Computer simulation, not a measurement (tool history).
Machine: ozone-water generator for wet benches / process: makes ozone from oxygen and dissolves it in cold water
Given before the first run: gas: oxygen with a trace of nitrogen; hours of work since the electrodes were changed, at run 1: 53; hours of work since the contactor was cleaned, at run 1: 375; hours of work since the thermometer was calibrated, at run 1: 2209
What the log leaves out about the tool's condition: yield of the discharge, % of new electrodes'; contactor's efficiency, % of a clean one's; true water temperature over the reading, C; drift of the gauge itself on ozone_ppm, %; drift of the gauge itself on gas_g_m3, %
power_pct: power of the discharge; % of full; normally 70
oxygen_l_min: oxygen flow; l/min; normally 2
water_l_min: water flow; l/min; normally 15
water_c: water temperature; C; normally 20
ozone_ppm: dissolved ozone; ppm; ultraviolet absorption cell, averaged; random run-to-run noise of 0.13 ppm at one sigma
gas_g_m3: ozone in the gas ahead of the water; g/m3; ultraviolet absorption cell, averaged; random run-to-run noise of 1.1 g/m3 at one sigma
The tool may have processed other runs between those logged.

run   hour  power_pct  oxygen_l_min  water_l_min  water_c  hours of work since the electrodes were changed  hours of work since the contactor was cleaned  hours of work since the thermometer was calibrated  ozone_ppm  gas_g_m3
  1      0         70             2           15       20                                               53                                            375                                                2209       12.3     185.8
  2   31.3         70             2           15       20                                               76                                            398                                                2232       12.5     187.4
  3   57.6         70             2           15       20                                               96                                            417                                                2252       12.4     187.2
  4   90.2         70             2           16       20                                              120                                            442                                                2276       11.5     186.8
  5    111         70             2           16       20                                              135                                            457                                                2291       11.8     184.6
  6  140.5         70             2           15       20                                              157                                            479                                                2313       12.2     187.4
  7  157.9         70          1.21           15       20                                              170                                            491                                                2326       10.5       228
  8  185.2         70          1.21           15       20                                              190                                            512                                                2346       10.4     225.9
  9  216.3         70          1.21           15       20                                              213                                            534                                                2369       10.2     225.5
 10  230.5         70          1.21           15       21                                              223                                            545                                                2379       10.3       229
 11  262.6         70          1.21           15       21                                              247                                            569                                                2403       10.2     228.2
 12  284.9         70          1.77           15       20                                              263                                            585                                                2419       11.7     196.4
 13  314.5         70             2           15       17                                              285                                            607                                                2441       12.6     183.9
 14  347.2         70             2           15       17                                              309                                            631                                                2465       12.2     184.5
 15  368.3         70             2           15       17                                              325                                            647                                                2481       12.3     184.2
 16  382.6         70             2           15       17                                              335                                            657                                                2491       12.5     184.7
     384.6  -- water thermometer calibrated
 17  404.7         70             2           15       15                                              351                                            673                                                  15       12.8     183.2
 18  423.2         70          2.07           15       22                                              365                                            687                                                  28       11.9     181.1
 19    445         70           1.4           15       27                                              381                                            703                                                  45       10.1     212.2
 20  468.2         70           1.4           15       27                                              398                                            720                                                  62       10.1     212.2
 21  490.3         70           1.4           15       13                                              414                                            736                                                  78       11.3     210.4
     512.2  -- water thermometer calibrated, once more
 22    515         70           1.4           15       13                                              432                                            754                                                   2       11.3     212.9
 23  537.1         86             2           12       20                                              449                                            770                                                  18       17.4     215.6
 24  567.4         86             2           12       20                                              471                                            793                                                  41       16.9     216.9
 25  586.2         86             2           12       20                                              485                                            807                                                  55         17     215.5
 26  614.2         60          1.68           12       20                                              505                                            827                                                  75       12.2     173.9
 27  646.8         60          1.68           12       20                                              529                                            851                                                  99       12.2       172
 28  668.7         60          1.68           12       20                                              546                                            867                                                 115         12     171.7
 29  686.8         60          1.68           12       13                                              559                                            881                                                 129       13.1     171.4
 30  712.1         70          3.12           15       27                                              578                                            899                                                 147       12.2     151.4
 31  732.3         64          1.62           13       23                                              592                                            914                                                 162       11.5     182.9
 32  749.1         64          1.62           13       23                                              605                                            927                                                 175       11.5     184.7
 33  777.8         64          1.62           13       23                                              626                                            948                                                 196       11.5     182.8

Hidden state at the last listed run before each entry between runs and at the first one after, where it differs:
Run 16 -> run 17: water thermometer calibrated (hour 384.6)
  yield of the discharge, % of new electrodes': 97.3 -> 97.2; contactor's efficiency, % of a clean one's: 98 -> 97.9; true water temperature over the reading, C: 0.15 -> 0.19
  the result without the hidden state subtracted from the measured one, ozone_ppm: -0.5 -> -0.5 ppm; gas_g_m3: -5.1 -> -5.2 g/m3
Run 21 -> run 22: water thermometer calibrated, once more (hour 512.2)
  yield of the discharge, % of new electrodes': 96.9 -> 96.8; contactor's efficiency, % of a clean one's: 97.8 -> 97.7; true water temperature over the reading, C: 0.19 -> 0.02
  the result without the hidden state subtracted from the measured one, ozone_ppm: -0.5 -> -0.6 ppm; gas_g_m3: -6.7 -> -7.1 g/m3

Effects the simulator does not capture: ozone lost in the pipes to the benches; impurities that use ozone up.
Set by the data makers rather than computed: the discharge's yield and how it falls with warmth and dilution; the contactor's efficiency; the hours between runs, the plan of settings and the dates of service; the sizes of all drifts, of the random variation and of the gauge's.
